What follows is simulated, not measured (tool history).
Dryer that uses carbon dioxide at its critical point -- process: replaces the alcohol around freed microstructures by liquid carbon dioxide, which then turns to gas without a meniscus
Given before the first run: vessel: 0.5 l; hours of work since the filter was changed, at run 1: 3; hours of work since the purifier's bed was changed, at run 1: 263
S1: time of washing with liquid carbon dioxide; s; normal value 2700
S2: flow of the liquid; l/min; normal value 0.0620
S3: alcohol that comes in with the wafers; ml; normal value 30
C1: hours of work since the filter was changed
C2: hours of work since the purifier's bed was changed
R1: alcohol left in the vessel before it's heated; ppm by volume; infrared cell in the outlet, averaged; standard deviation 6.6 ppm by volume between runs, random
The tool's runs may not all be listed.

Run 1, hour 0.0: usual settings; C1 3; C2 263. Result: R1 339 ppm by volume.
Run 2, hour 19.1: usual settings; C1 14; C2 274. Result: R1 341 ppm by volume.
Run 3, hour 38.8: usual settings; C1 24; C2 285. Result: R1 356 ppm by volume.
Run 4, hour 51.6: usual settings but S3 92 ml; C1 32; C2 292. Result: R1 1003 ppm by volume.
Run 5, hour 66.5: usual settings but S3 92 ml; C1 40; C2 300. Result: R1 984 ppm by volume.
Run 6, hour 87.0: usual settings but S2 0.0673 l/min, S3 92 ml; C1 51; C2 312. Result: R1 673 ppm by volume.
Run 7, hour 103.7: usual settings but S2 0.0510 l/min, S3 92 ml; C1 61; C2 321. Result: R1 2559 ppm by volume.
Run 8, hour 112.6: usual settings but S2 0.0510 l/min, S3 92 ml; C1 66; C2 326. Result: R1 2679 ppm by volume.
Run 9, hour 128.2: usual settings but S2 0.0510 l/min, S3 92 ml; C1 74; C2 335. Result: R1 2646 ppm by volume.
Run 10, hour 138.7: usual settings but S1 3720 s; C1 80; C2 341. Result: R1 105 ppm by volume.
Run 11, hour 150.2: usual settings but S1 1920 s, S2 0.0905 l/min, S3 98 ml; C1 87; C2 347. Result: R1 879 ppm by volume.
Run 12, hour 170.0: usual settings but S2 0.0481 l/min; C1 98; C2 358. Result: R1 1183 ppm by volume.
Run 13, hour 189.8: usual settings but S2 0.0481 l/min; C1 109; C2 369. Result: R1 1199 ppm by volume.
Run 14, hour 206.2: usual settings but S2 0.0481 l/min, S3 51 ml; C1 118; C2 378. Result: R1 2032 ppm by volume.
Run 15, hour 226.2: usual settings but S2 0.0985 l/min, S3 51 ml; C1 129; C2 389. Result: R1 114 ppm by volume.
Run 16, hour 237.4: usual settings but S1 1860 s; C1 135; C2 396. Result: R1 1850 ppm by volume.
Run 17, hour 248.0: usual settings but S1 1860 s, S2 0.0763 l/min, S3 110 ml; C1 141; C2 402. Result: R1 2862 ppm by volume.
Run 18, hour 265.5: usual settings but S1 2460 s, S2 0.0999 l/min, S3 20 ml; C1 151; C2 411. Result: R1 104 ppm by volume.
Run 19, hour 279.5: usual settings but S1 2460 s, S2 0.0999 l/min, S3 20 ml; C1 159; C2 419. Result: R1 113 ppm by volume.
At hour 292.6: inlet filter changed.
Run 20, hour 299.3: usual settings but S1 3600 s, S2 0.0695 l/min, S3 91 ml; C1 4; C2 430. Result: R1 153 ppm by volume.

Predict each of these 5 candidate next runs independently; none follows another, all start after run 20:
Run A, hour 309.5: usual settings but S1 3420 s, S3 20 ml; C1 9; C2 435. Result: R1 ?.
Run B, hour 309.5: usual settings but S1 3420 s, S2 0.0695 l/min, S3 91 ml; C1 9; C2 435. Result: R1 ?.
Run C, hour 309.5: usual settings but S1 3600 s, S2 0.0893 l/min, S3 41 ml; C1 9; C2 435. Result: R1 ?.
Run D, hour 309.5: usual settings but S1 4200 s, S2 0.0848 l/min, S3 57 ml; C1 9; C2 435. Result: R1 ?.
Run E, hour 309.5: usual settings but S1 3600 s, S2 0.0695 l/min, S3 25 ml; C1 9; C2 435. Result: R1 ?.

run   R1
  A  133
  B  187
  C  104
  D   79
  E  117
With the hidden condition removed and each run's random variation left untouched, the same runs would have given:
run  R1
  A  47
  B  97
  C  15
  D   0
  E  29
